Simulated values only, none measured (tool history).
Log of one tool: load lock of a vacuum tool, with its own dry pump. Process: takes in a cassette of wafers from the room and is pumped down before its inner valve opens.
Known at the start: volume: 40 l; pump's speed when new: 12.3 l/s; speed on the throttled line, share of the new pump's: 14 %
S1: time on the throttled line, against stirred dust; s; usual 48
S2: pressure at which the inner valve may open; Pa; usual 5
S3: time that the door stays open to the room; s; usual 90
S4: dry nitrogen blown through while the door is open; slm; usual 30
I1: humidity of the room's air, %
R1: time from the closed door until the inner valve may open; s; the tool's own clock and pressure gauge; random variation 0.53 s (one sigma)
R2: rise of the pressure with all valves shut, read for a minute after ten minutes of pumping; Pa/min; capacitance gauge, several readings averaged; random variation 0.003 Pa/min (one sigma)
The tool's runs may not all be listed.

{"run": 1, "hour": 0.0, "S1": 48, "S2": 5, "S3": 90, "S4": 30, "I1": 46, "R1": 75.5, "R2": 0.048}
{"run": 2, "hour": 68.9, "S1": 36, "S2": 5, "S3": 90, "S4": 30, "I1": 49.3, "R1": 64.5, "R2": 0.046}
{"run": 3, "hour": 157.4, "S1": 30, "S2": 5, "S3": 90, "S4": 30, "I1": 44.7, "R1": 61, "R2": 0.047}
{"run": 4, "hour": 263.9, "S1": 48, "S2": 5, "S3": 39, "S4": 30, "I1": 44.7, "R1": 76.7, "R2": 0.045}
{"run": 5, "hour": 364.0, "S1": 48, "S2": 5, "S3": 39, "S4": 30, "I1": 45.1, "R1": 76.6, "R2": 0.048}
{"run": 6, "hour": 483.4, "S1": 48, "S2": 5, "S3": 90, "S4": 11, "I1": 45.7, "R1": 76.7, "R2": 0.068}
{"run": 7, "hour": 587.1, "S1": 48, "S2": 5, "S3": 90, "S4": 30, "I1": 46.3, "R1": 77, "R2": 0.07}
{"run": 8, "hour": 693.0, "S1": 48, "S2": 5, "S3": 90, "S4": 30, "I1": 42.5, "R1": 75.9, "R2": 0.057}
{"run": 9, "hour": 742.0, "S1": 48, "S2": 5, "S3": 90, "S4": 30, "I1": 41.2, "R1": 75.7, "R2": 0.062}
{"run": 10, "hour": 821.3, "S1": 92, "S2": 8, "S3": 108, "S4": 6, "I1": 48, "R1": 112.6, "R2": 0.088}
{"run": 11, "hour": 870.7, "S1": 75, "S2": 8, "S3": 108, "S4": 39, "I1": 42.7, "R1": 98.5, "R2": 0.065}
{"run": 12, "hour": 972.8, "S1": 75, "S2": 9, "S3": 108, "S4": 39, "I1": 44.8, "R1": 97.1, "R2": 0.078}
{"run": 13, "hour": 1059.4, "S1": 48, "S2": 5, "S3": 226, "S4": 27, "I1": 42.8, "R1": 76.4, "R2": 0.092}
{"run": 14, "hour": 1128.3, "S1": 80, "S2": 5, "S3": 226, "S4": 12, "I1": 45.5, "R1": 103.4, "R2": 0.111}
{"run": 15, "hour": 1215.7, "S1": 32, "S2": 5, "S3": 226, "S4": 40, "I1": 47.1, "R1": 64.1, "R2": 0.089}
{"run": 16, "hour": 1292.8, "S1": 81, "S2": 7, "S3": 40, "S4": 11, "I1": 43.8, "R1": 103.5, "R2": 0.082}
{"run": 17, "hour": 1357.5, "S1": 81, "S2": 7, "S3": 40, "S4": 11, "I1": 44.3, "R1": 102.4, "R2": 0.085}
{"run": 18, "hour": 1478.1, "S1": 43, "S2": 5, "S3": 36, "S4": 30, "I1": 43.6, "R1": 72.3, "R2": 0.083}

Some steps in R1 between neighbouring runs. How much of each would the tool show without its hidden state too (settings, what came in, random variation), and how much is left for the hidden state, with any gauge scatter that isn't in both results?
The hidden state here: pump's speed, % of a new pump's; leak at the door's seal, Pa l/s; drift of the gauge itself on ready_s, %; drift of the gauge itself on rise_pa_min, %.
Run 15 -> 16: S1 32 -> 81, S2 5 -> 7, S3 226 -> 40, S4 40 -> 11. R1 +39.4 s: hidden state -1, all else +40.4.
